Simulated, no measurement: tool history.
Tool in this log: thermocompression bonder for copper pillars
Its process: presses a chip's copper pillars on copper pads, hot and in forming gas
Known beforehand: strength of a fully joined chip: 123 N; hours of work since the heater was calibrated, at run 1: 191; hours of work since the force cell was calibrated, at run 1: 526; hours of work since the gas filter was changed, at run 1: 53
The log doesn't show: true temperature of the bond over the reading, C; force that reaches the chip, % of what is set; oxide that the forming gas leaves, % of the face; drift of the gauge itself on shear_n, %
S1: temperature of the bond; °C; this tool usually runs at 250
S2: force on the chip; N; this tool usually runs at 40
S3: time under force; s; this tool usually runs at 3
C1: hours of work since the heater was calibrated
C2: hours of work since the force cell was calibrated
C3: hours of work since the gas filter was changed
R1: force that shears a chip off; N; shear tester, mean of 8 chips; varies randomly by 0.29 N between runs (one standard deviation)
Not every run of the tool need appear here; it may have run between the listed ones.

run,day,S1,S2,S3,C1,C2,C3,R1
1,0.000,250,40,3,191,526,53,46.7
2,0.383,250,40,3,197,532,58,46.2
3,0.858,250,40,3,204,539,65,46.4
4,1.275,250,40,3,211,545,72,45.7
5,1.704,250,40,3,217,552,78,45.9
6,2.129,250,29,3,223,558,85,34.3
7,2.562,250,40,3,230,565,91,46.6
8,2.858,250,40,3,234,569,96,46.1
9,3.146,250,40,3,239,574,100,46.0
10,3.488,275,40,3,244,579,105,67.0
11,3.896,275,40,3,250,585,111,67.3
12,4.350,275,40,3,257,592,118,66.4
13,4.633,250,40,7,261,596,122,62.3
14,4.946,250,40,7,266,601,127,62.3
15,5.392,250,40,7,273,607,134,62.3
16,5.854,250,40,7,279,614,141,62.1
17,6.129,250,40,7,284,618,145,62.3
18,6.458,250,50,3,289,623,150,56.0
19,6.658,250,40,3,292,626,153,46.0
20,7.138,250,40,3,299,634,160,45.8
21,7.617,250,52,3,306,641,167,57.7
22,8.058,250,52,3,313,648,174,56.9
23,8.504,222,40,3,319,654,181,26.5
24,8.700,253,43,3,322,657,184,50.9
25,9.100,222,25,2,328,663,190,13.5
26,9.546,222,25,2,335,670,196,13.0
27,10.021,222,25,2,342,677,203,13.1
28,10.362,222,25,2,347,682,209,13.3
29,10.775,222,25,2,354,688,215,13.1
30,10.992,222,25,5,357,692,218,20.1
31,11.196,247,41,4,360,695,221,49.1
32,11.504,224,40,6,365,699,226,36.8
33,11.721,275,25,2,368,703,229,36.9
34,12.012,250,30,6,372,707,233,45.6
# day 12.221: forming gas filter changed
35,12.421,274,34,6,378,713,3,74.9
36,12.733,267,27,3,383,718,8,43.6
37,13.012,227,40,3,387,722,12,30.2
38,13.425,258,58,9,393,728,18,95.7
39,13.717,258,58,9,398,732,23,96.1
40,13.946,235,58,9,401,736,26,74.3

Here are 4 independent what-if runs from the current tool condition. What would each one return?
A,14.271,250,57,3,406,741,31,?
B,14.271,277,43,2,406,741,31,?
C,14.271,249,40,3,406,741,31,?
D,14.271,235,58,2,406,741,31,?

run,R1
A,63.3
B,65.0
C,45.9
D,43.3
With no hidden state in the tool, these same runs would have given:
run,R1
A,62.0
B,63.7
C,44.8
D,42.3

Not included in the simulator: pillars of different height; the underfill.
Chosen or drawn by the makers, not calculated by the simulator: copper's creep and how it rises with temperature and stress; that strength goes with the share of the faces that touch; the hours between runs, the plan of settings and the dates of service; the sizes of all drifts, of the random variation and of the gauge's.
